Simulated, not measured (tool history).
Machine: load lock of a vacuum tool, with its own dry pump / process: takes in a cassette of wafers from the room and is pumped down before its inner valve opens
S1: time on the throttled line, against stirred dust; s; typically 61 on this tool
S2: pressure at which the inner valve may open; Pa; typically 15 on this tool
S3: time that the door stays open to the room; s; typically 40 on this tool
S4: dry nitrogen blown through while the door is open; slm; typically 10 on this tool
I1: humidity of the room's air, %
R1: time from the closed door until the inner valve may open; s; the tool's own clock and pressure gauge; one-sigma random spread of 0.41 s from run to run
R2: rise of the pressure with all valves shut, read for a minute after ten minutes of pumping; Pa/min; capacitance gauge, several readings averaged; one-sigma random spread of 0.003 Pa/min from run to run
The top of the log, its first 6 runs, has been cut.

run	day	S1	S2	S3	S4	I1	R1	R2
7	64.029	61	23	40	10	45.5	94.8	0.050
8	71.483	61	15	40	19	45.5	97.3	0.052
9	78.154	61	15	40	12	46.5	97.0	0.058
10	90.496	61	15	40	12	49.9	97.2	0.065
11	101.517	61	15	40	12	43.6	97.3	0.064
12	113.617	61	15	40	10	46.8	97.9	0.068
13	124.250	79	15	40	10	44.2	112.1	0.066
14	136.617	61	15	40	6	46.1	97.2	0.078
15	143.142	61	12	40	10	44.0	98.5	0.075
16	155.404	61	12	40	10	46.0	99.1	0.072
17	169.342	61	12	40	10	47.5	98.7	0.078
18	181.479	61	15	40	10	43.7	98.0	0.084
19	188.146	85	15	40	10	43.6	116.9	0.083
20	200.212	75	26	169	20	40.5	105.7	0.122
21	210.425	75	14	107	20	43.6	109.7	0.110
22	223.929	75	14	126	20	43.8	109.5	0.123

Forecast run 23:
23	237.575	75	24	34	40	43.9	?	?

{"run 23": {"R1": 107.3, "R2": 0.083}}
If the tool had no hidden condition, the same run with the same run-to-run variation would have returned R1 104.0 s, R2 0.025 Pa/min.

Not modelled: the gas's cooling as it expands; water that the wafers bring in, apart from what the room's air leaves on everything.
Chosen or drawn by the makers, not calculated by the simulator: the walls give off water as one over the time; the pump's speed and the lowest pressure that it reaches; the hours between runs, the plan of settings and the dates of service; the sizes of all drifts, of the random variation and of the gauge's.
